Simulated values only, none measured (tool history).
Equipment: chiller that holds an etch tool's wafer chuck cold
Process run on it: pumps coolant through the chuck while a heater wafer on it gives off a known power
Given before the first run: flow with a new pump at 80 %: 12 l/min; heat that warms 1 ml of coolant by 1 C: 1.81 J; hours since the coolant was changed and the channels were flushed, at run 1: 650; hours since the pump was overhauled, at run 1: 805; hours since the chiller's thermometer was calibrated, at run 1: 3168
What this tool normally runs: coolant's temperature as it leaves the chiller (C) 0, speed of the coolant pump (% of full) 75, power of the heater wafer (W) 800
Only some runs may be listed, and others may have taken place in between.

run    hour  coolant's temperature as it leaves the chiller (C)  speed of the coolant pump (% of full)  power of the heater wafer (W)  hours since the coolant was changed and the channels were flushed  hours since the pump was overhauled  hours since the chiller's thermometer was calibrated  chuck's temperature once it has settled (C)  how much warmer the coolant comes back (C)
  1     0.0                                                   0                                     75                            800                                                                650                                  805                                                  3168                                          5.6                                        2.41
  2    98.1                                                   0                                     75                            800                                                                748                                  903                                                  3266                                          5.7                                        2.40
  3   184.2                                                   0                                     75                            800                                                                834                                  989                                                  3352                                          5.9                                        2.40
  4   288.5                                                   0                                     75                            693                                                                938                                 1094                                                  3456                                          5.0                                        2.10
  5   378.1                                                   0                                     75                            693                                                               1028                                 1183                                                  3546                                          5.1                                        2.07
  6   436.9                                                   0                                     75                            693                                                               1087                                 1242                                                  3605                                          5.2                                        2.12
  7   515.3                                                   0                                     75                            693                                                               1165                                 1320                                                  3683                                          4.8                                        2.09
  8   610.3                                                   0                                     75                            448                                                               1260                                 1415                                                  3778                                          3.5                                        1.40
  9   673.8                                                   0                                     75                            448                                                               1323                                 1479                                                  3842                                          3.5                                        1.35
 10   750.8                                                   0                                     75                            448                                                               1400                                 1556                                                  3919                                          3.5                                        1.32
 11   799.0                                                   0                                     69                            800                                                               1449                                 1604                                                  3967                                          6.3                                        2.66
 12   863.2                                                   0                                     69                            800                                                               1513                                 1668                                                  4031                                          6.2                                        2.63
 13   950.7                                                   0                                     75                            800                                                               1600                                 1756                                                  4119                                          6.2                                        2.45
 14  1005.9                                                   0                                     75                            800                                                               1656                                 1811                                                  4174                                          6.0                                        2.44
     1040.8  -- chiller's thermometer calibrated
 15  1083.2                                                   6                                     75                            800                                                               1732                                 1887                                                    42                                         11.7                                        2.42
 16  1178.7                                                   0                                     75                            800                                                               1827                                 1983                                                   138                                          5.7                                        2.42
 17  1246.2                                                  -3                                     89                            428                                                               1895                                 2050                                                   205                                         -0.3                                        1.11
 18  1300.9                                                  -3                                     89                            428                                                               1950                                 2105                                                   260                                         -0.1                                        1.13
 19  1416.6                                                  -3                                     89                            858                                                               2065                                 2221                                                   376                                          2.5                                        2.23
 20  1502.4                                                  -3                                     89                            858                                                               2151                                 2307                                                   462                                          2.7                                        2.23
 21  1583.9                                                  -3                                     89                            858                                                               2233                                 2388                                                   543                                          2.6                                        2.26
 22  1631.9                                                  -2                                     71                            800                                                               2280                                 2436                                                   591                                          4.0                                        2.61
 23  1732.2                                                  -2                                     71                            800                                                               2381                                 2536                                                   691                                          4.0                                        2.61
 24  1822.4                                                  -2                                     71                            800                                                               2471                                 2627                                                   782                                          4.1                                        2.61
 25  1889.5                                                  -8                                     85                            771                                                               2538                                 2694                                                   849                                         -2.7                                        2.13
 26  1989.2                                                   3                                     72                            771                                                               2638                                 2793                                                   948                                          8.8                                        2.50
 27  2091.6                                                   0                                     62                            807                                                               2740                                 2896                                                  1051                                          6.8                                        3.05
 28  2149.1                                                  -3                                     75                            800                                                               2798                                 2953                                                  1108                                          2.8                                        2.51
 29  2214.2                                                  -4                                     76                            800                                                               2863                                 3018                                                  1173                                          2.0                                        2.42
 30  2273.6                                                  -4                                     76                            800                                                               2922                                 3078                                                  1233                                          2.1                                        2.43
 31  2346.8                                                  -4                                     76                           1115                                                               2995                                 3151                                                  1306                                          4.4                                        3.49
 32  2438.1                                                  -4                                     76                           1115                                                               3087                                 3242                                                  1397                                          4.4                                        3.46

Below are 4 alternative next runs, each starting from the tool's condition after run 32. Predict each:
  A  2508.4                                                  -4                                     83                            935                                                               3157                                 3313                                                  1468                                            ?                                           ?
  B  2508.4                                                  -8                                     92                            559                                                               3157                                 3313                                                  1468                                            ?                                           ?
  C  2508.4                                                  -7                                     68                           1115                                                               3157                                 3313                                                  1468                                            ?                                           ?
  D  2508.4                                                  -4                                     78                            862                                                               3157                                 3313                                                  1468                                            ?                                           ?

run  chuck's temperature once it has settled (C)  how much warmer the coolant comes back (C)
  A                                          2.7                                        2.69
  B                                         -4.1                                        1.43
  C                                          2.0                                        3.85
  D                                          2.5                                        2.64
Stripped of hidden state, with their random variation kept, the same runs would have yielded:
run  chuck's temperature once it has settled (C)  how much warmer the coolant comes back (C)
  A                                          1.6                                        2.53
  B                                         -4.9                                        1.35
  C                                          0.6                                        3.61
  D                                          1.4                                        2.48
